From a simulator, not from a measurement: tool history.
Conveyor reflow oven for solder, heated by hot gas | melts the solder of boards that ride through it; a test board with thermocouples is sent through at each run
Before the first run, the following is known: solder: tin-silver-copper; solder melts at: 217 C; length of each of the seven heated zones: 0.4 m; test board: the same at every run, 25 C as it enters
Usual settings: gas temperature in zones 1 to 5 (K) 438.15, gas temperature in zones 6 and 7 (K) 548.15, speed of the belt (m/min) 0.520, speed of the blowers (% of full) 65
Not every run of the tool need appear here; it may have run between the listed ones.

| run | day | gas temperature in zones 1 to 5 (K) | gas temperature in zones 6 and 7 (K) | speed of the belt (m/min) | speed of the blowers (% of full) | highest temperature of the board (K) | time above the solder's melting point (s) |
|---|---|---|---|---|---|---|---|
| 1 | 0.000 | 438.15 | 548.15 | 0.520 | 65 | 529.75 | 68.8 |
| 2 | 0.742 | 427.15 | 548.15 | 0.520 | 65 | 527.65 | 63.3 |
| 3 | 1.404 | 427.15 | 548.15 | 0.520 | 65 | 527.35 | 63.1 |
| 4 | 2.192 | 427.15 | 548.15 | 0.520 | 65 | 527.25 | 62.9 |
| 5 | 2.917 | 427.15 | 548.15 | 0.520 | 65 | 527.25 | 63.3 |
| 6 | 3.904 | 427.15 | 548.15 | 0.520 | 65 | 527.05 | 62.8 |
|  | 4.479 | flux residue cleaned out of gas plates and filters |
| 7 | 5.004 | 427.15 | 548.15 | 0.520 | 65 | 529.05 | 64.9 |
| 8 | 6.050 | 427.15 | 548.15 | 0.520 | 65 | 529.15 | 64.8 |
| 9 | 6.779 | 427.15 | 548.15 | 0.520 | 65 | 528.95 | 64.9 |
| 10 | 7.288 | 438.15 | 548.15 | 0.520 | 52 | 526.05 | 64.9 |
| 11 | 8.112 | 438.15 | 548.15 | 0.520 | 65 | 530.45 | 70.0 |
| 12 | 8.788 | 438.15 | 548.15 | 0.520 | 65 | 530.65 | 69.7 |
|  | 9.042 | belt drive overhauled, speed set with a stopwatch |
| 13 | 9.738 | 451.15 | 555.15 | 0.520 | 73 | 540.65 | 82.1 |
| 14 | 10.400 | 451.15 | 555.15 | 0.520 | 73 | 540.45 | 81.9 |
| 15 | 10.979 | 451.15 | 562.15 | 0.520 | 63 | 544.55 | 83.6 |
| 16 | 11.588 | 451.15 | 562.15 | 0.520 | 63 | 544.05 | 83.3 |
| 17 | 12.279 | 451.15 | 562.15 | 0.480 | 63 | 546.15 | 92.0 |
| 18 | 12.962 | 436.15 | 562.15 | 0.480 | 51 | 540.05 | 82.0 |
| 19 | 13.617 | 444.15 | 539.15 | 0.520 | 65 | 523.15 | 65.9 |
|  | 13.879 | belt drive overhauled, speed set with a stopwatch, once more |
| 20 | 14.821 | 436.15 | 563.15 | 0.520 | 65 | 542.65 | 77.3 |
| 21 | 15.825 | 436.15 | 563.15 | 0.520 | 65 | 542.65 | 77.1 |
| 22 | 16.542 | 429.15 | 539.15 | 0.487 | 51 | 517.25 | 57.6 |
| 23 | 17.283 | 429.15 | 539.15 | 0.487 | 51 | 517.95 | 57.7 |
| 24 | 17.750 | 429.15 | 539.15 | 0.487 | 51 | 517.55 | 57.6 |

Branching from run 24: 4 alternative next runs. What would each branch give?
| A | 18.638 | 438.15 | 554.15 | 0.545 | 77 | ? | ? |
| B | 18.638 | 438.15 | 550.15 | 0.586 | 65 | ? | ? |
| C | 18.638 | 436.15 | 537.15 | 0.511 | 65 | ? | ? |
| D | 18.638 | 440.15 | 539.15 | 0.487 | 65 | ? | ? |

| run | highest temperature of the board (K) | time above the solder's melting point (s) |
|---|---|---|
| A | 536.65 | 70.7 |
| B | 527.05 | 57.7 |
| C | 520.05 | 60.9 |
| D | 523.95 | 69.9 |
The same runs, with their run-to-run variation unchanged, on a tool lacking any hidden condition would have given:
| run | highest temperature of the board (K) | time above the solder's melting point (s) |
|---|---|---|
| A | 539.35 | 72.4 |
| B | 529.75 | 59.9 |
| C | 522.35 | 63.5 |
| D | 526.15 | 72.2 |
